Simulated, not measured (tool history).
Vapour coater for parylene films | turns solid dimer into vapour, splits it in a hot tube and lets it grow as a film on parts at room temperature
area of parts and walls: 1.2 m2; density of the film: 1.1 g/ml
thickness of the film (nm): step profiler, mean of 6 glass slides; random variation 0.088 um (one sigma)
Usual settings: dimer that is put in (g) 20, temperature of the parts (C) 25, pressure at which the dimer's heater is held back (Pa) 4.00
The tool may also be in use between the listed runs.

| run | hour | dimer that is put in (g) | temperature of the parts (C) | pressure at which the dimer's heater is held back (Pa) | thickness of the film (nm) |
|---|---|---|---|---|---|
| 1 | 0.0 | 20 | 25 | 4.00 | 10520 |
| 2 | 16.2 | 17 | 25 | 4.00 | 8860 |
| 3 | 39.3 | 17 | 25 | 4.00 | 8780 |
| 4 | 56.3 | 20 | 25 | 4.00 | 10300 |
| 5 | 77.9 | 20 | 25 | 4.00 | 10240 |
| 6 | 104.7 | 20 | 25 | 4.00 | 10410 |
| 7 | 133.7 | 20 | 25 | 4.00 | 10380 |
| 8 | 153.0 | 20 | 25 | 4.00 | 10270 |
| 9 | 178.9 | 20 | 25 | 4.00 | 10150 |
| 10 | 193.6 | 20 | 25 | 4.00 | 10180 |
| 11 | 210.4 | 20 | 25 | 4.00 | 10240 |
|  | 213.7 | table's thermometer calibrated |
| 12 | 242.5 | 20 | 25 | 4.00 | 10240 |
| 13 | 265.2 | 20 | 25 | 4.00 | 10130 |
| 14 | 287.8 | 20 | 25 | 5.92 | 9280 |
| 15 | 302.4 | 9 | 34 | 2.12 | 3510 |
| 16 | 335.2 | 24 | 23 | 4.00 | 13200 |
| 17 | 354.2 | 24 | 23 | 4.00 | 13160 |
| 18 | 377.5 | 15 | 17 | 4.05 | 10480 |
|  | 404.9 | table's thermometer calibrated, once more |
| 19 | 408.9 | 20 | 21 | 6.18 | 11060 |
| 20 | 426.2 | 20 | 25 | 2.17 | 11420 |
| 21 | 447.3 | 24 | 19 | 3.22 | 16670 |
| 22 | 476.2 | 21 | 24 | 5.07 | 10430 |
| 23 | 498.9 | 21 | 24 | 5.07 | 10380 |
| 24 | 520.7 | 18 | 21 | 11.79 | 8380 |
| 25 | 553.3 | 17 | 25 | 2.21 | 9720 |
| 26 | 571.5 | 34 | 28 | 6.58 | 12980 |
| 27 | 599.1 | 19 | 19 | 6.58 | 10820 |
| 28 | 622.1 | 19 | 19 | 6.58 | 10930 |

Some steps in thickness of the film (nm) between neighbouring runs. How much of each would the tool show without its hidden state too (settings, what came in, random variation), and how much is left for the hidden state, with any gauge scatter that isn't in both results?
The hidden state here: vapour lost through the trap's worn valve, %; true temperature of the parts over the reading, C; drift of the gauge itself on film_um, %.
Run 15 -> 16: dimer that is put in (g) 9 -> 24, temperature of the parts (C) 34 -> 23, pressure at which the dimer's heater is held back (Pa) 2.12 -> 4.00. thickness of the film (nm) +9690: hidden state -720, all else +10410.
Run 21 -> 22: dimer that is put in (g) 24 -> 21, temperature of the parts (C) 19 -> 24, pressure at which the dimer's heater is held back (Pa) 3.22 -> 5.07. thickness of the film (nm) -6240: hidden state +420, all else -6660.

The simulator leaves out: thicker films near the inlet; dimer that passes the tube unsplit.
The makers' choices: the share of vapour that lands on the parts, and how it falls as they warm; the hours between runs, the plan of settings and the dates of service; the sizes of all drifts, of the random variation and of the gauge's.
